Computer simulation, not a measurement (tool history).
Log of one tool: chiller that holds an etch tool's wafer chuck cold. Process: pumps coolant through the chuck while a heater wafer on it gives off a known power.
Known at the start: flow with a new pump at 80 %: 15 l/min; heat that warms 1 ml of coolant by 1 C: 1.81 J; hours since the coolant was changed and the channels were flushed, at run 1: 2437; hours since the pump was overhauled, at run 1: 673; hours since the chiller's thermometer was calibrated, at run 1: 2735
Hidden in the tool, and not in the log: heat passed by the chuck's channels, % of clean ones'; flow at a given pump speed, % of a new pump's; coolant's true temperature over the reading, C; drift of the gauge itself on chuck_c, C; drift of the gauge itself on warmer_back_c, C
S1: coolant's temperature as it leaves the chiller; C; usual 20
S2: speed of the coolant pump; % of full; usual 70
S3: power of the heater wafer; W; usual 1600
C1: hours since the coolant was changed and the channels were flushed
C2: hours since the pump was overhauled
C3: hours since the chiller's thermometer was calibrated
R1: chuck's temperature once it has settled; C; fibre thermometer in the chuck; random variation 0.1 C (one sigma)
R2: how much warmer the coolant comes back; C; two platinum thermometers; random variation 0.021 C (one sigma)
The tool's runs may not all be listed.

Run 1, hour 0: usual settings; C1 2437; C2 673; C3 2735. Result: R1 38.9 C, R2 4.04 C.
Run 2, hour 24.2: usual settings but S2 85 % of full; C1 2461; C2 697; C3 2759. Result: R1 37 C, R2 3.32 C.
Run 3, hour 50.2: usual settings but S2 85 % of full; C1 2487; C2 723; C3 2785. Result: R1 37 C, R2 3.31 C.
Run 4, hour 88.9: usual settings but S2 85 % of full; C1 2526; C2 762; C3 2824. Result: R1 37 C, R2 3.31 C.
Run 5, hour 119.4: usual settings; C1 2556; C2 792; C3 2854. Result: R1 38.7 C, R2 3.92 C.
Run 6, hour 157: usual settings; C1 2594; C2 830; C3 2892. Result: R1 39 C, R2 3.98 C.
Run 7, hour 192: usual settings; C1 2629; C2 865; C3 2927. Result: R1 39 C, R2 3.9 C.
Run 8, hour 223: usual settings; C1 2660; C2 896; C3 2958. Result: R1 39 C, R2 3.95 C.
Run 9, hour 248.1: usual settings; C1 2685; C2 921; C3 2983. Result: R1 39 C, R2 3.91 C.
Run 10, hour 274.5: usual settings; C1 2712; C2 947; C3 3009. Result: R1 38.9 C, R2 3.91 C.
Run 11, hour 299.1: usual settings; C1 2736; C2 972; C3 3034. Result: R1 38.8 C, R2 3.87 C.
Run 12, hour 332: usual settings; C1 2769; C2 1005; C3 3067. Result: R1 38.9 C, R2 3.85 C.
Run 13, hour 362.2: usual settings but S1 21 C, S2 65 % of full, S3 853 W; C1 2799; C2 1035; C3 3097. Result: R1 31.6 C, R2 2.11 C.
Run 14, hour 387.9: usual settings but S1 12 C, S2 85 % of full, S3 853 W; C1 2825; C2 1061; C3 3123. Result: R1 21 C, R2 1.6 C.
Run 15, hour 409.1: usual settings but S1 12 C, S2 85 % of full, S3 853 W; C1 2846; C2 1082; C3 3144. Result: R1 21 C, R2 1.58 C.
Run 16, hour 443.7: usual settings but S1 18 C, S2 75 % of full, S3 931 W; C1 2881; C2 1117; C3 3178. Result: R1 28.5 C, R2 1.98 C.
Run 17, hour 473.2: usual settings but S1 18 C, S2 64 % of full, S3 931 W; C1 2910; C2 1146; C3 3208. Result: R1 29.3 C, R2 2.33 C.
Run 18, hour 492: usual settings but S1 28 C, S2 69 % of full, S3 1044 W; C1 2929; C2 1165; C3 3227. Result: R1 40.4 C, R2 2.39 C.

Forecast run 19:
Run 19, hour 520.8: usual settings but S2 99 % of full, S3 990 W; C1 2958; C2 1194; C3 3256. Result: R1 ?, R2 ?.

{"run 19": {"R1": 29.5, "R2": 1.55}}
Without the tool's hidden state the same run would have given R1 29.5 C, R2 1.8 C.
